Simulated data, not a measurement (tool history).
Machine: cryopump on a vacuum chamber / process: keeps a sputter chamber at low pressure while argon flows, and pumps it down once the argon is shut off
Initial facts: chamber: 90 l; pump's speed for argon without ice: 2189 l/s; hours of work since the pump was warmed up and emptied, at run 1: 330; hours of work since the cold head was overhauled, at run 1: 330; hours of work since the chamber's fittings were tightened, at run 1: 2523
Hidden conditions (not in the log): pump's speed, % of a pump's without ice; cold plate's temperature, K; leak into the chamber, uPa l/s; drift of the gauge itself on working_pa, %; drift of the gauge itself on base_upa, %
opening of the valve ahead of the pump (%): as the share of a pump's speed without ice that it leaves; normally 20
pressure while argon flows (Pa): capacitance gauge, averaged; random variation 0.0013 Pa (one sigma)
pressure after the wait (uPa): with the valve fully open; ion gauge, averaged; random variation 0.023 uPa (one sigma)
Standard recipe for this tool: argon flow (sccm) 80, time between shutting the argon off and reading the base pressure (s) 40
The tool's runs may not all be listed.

run	hour	argon flow (sccm)	time between shutting the argon off and reading the base pressure (s)	opening of the valve ahead of the pump (%)	hours of work since the pump was warmed up and emptied	hours of work since the cold head was overhauled	hours of work since the chamber's fittings were tightened	pressure while argon flows (Pa)	pressure after the wait (uPa)
1	0	80	40	20	330	330	2523	0.3134	1.68
2	26	80	254	20	352	352	2545	0.3135	1.08
3	46	80	40	20	369	369	2562	0.3154	1.68
4	68.3	80	40	53	388	388	2581	0.1206	1.7
5	88.9	80	40	53	405	405	2598	0.1226	1.72
6	119.3	80	40	53	431	431	2624	0.1236	1.67
7	146.1	80	40	44	454	454	2647	0.1473	1.7
8	172.5	80	40	44	476	476	2669	0.1477	1.74
9	215.8	80	40	44	513	513	2706	0.1488	1.74
10	236.1	80	40	20	530	530	2723	0.3162	1.79
11	269.6	80	40	20	558	558	2751	0.3196	1.75
12	299.3	80	40	20	584	584	2777	0.3196	1.82
13	337.1	80	40	20	616	616	2809	0.3199	1.82
14	368.1	77	40	20	642	642	2835	0.3065	1.8
15	389.3	77	40	20	660	660	2853	0.3074	1.83
16	420.1	80	40	20	686	686	2879	0.3203	1.82
17	458.6	80	40	20	719	719	2911	0.319	1.88
18	484.7	80	40	38	741	741	2934	0.1758	1.9
19	510.1	32	65	20	762	762	2955	0.1292	1.65
20	546.2	40	36	52	793	793	2986	0.0666	1.97
21	577.4	40	36	52	819	819	3012	0.0666	2.02
22	598.7	80	37	40	837	837	3030	0.1695	2.09
23	642	80	37	35	874	874	3067	0.1935	2.06
24	680.8	80	27	20	907	907	3100	0.3242	2.41
25	716.1	114	40	18	937	937	3130	0.5129	2
26	756.8	114	40	18	971	971	3164	0.5141	2.09
27	784.2	140	135	36	995	995	3187	0.331	1.55
28	804.6	140	135	36	1012	1012	3205	0.331	1.58
29	839.8	42	70	21	1042	1042	3234	0.1639	1.86
30	871.8	42	87	16	1069	1069	3262	0.2124	1.74
# hour 883.6: leaking fittings of the chamber tightened, without venting
31	910.4	80	91	23	1100	1100	23	0.2898	0.6
# hour 946.2: pump warmed up, emptied and cooled again
32	960.5	80	134	52	12	1138	61	0.1208	0.47
33	980.1	98	40	28	29	1155	78	0.2709	0.93

Alternative continuations, all from the tool just after run 33; predict every row:
A	1006.1	98	130	55	51	1177	100	?	?
B	1006.1	140	104	27	51	1177	100	?	?
C	1006.1	65	40	21	51	1177	100	?	?
D	1006.1	80	64	43	51	1177	100	?	?
E	1006.1	43	40	15	51	1177	100	?	?

run	pressure while argon flows (Pa)	pressure after the wait (uPa)
A	0.1413	0.46
B	0.4062	0.48
C	0.2401	0.89
D	0.1457	0.66
E	0.2236	0.89
Stripped of hidden state, with their random variation kept, the same runs would have yielded:
run	pressure while argon flows (Pa)	pressure after the wait (uPa)
A	0.1389	0.35
B	0.4028	0.37
C	0.2385	0.78
D	0.1437	0.55
E	0.2225	0.78
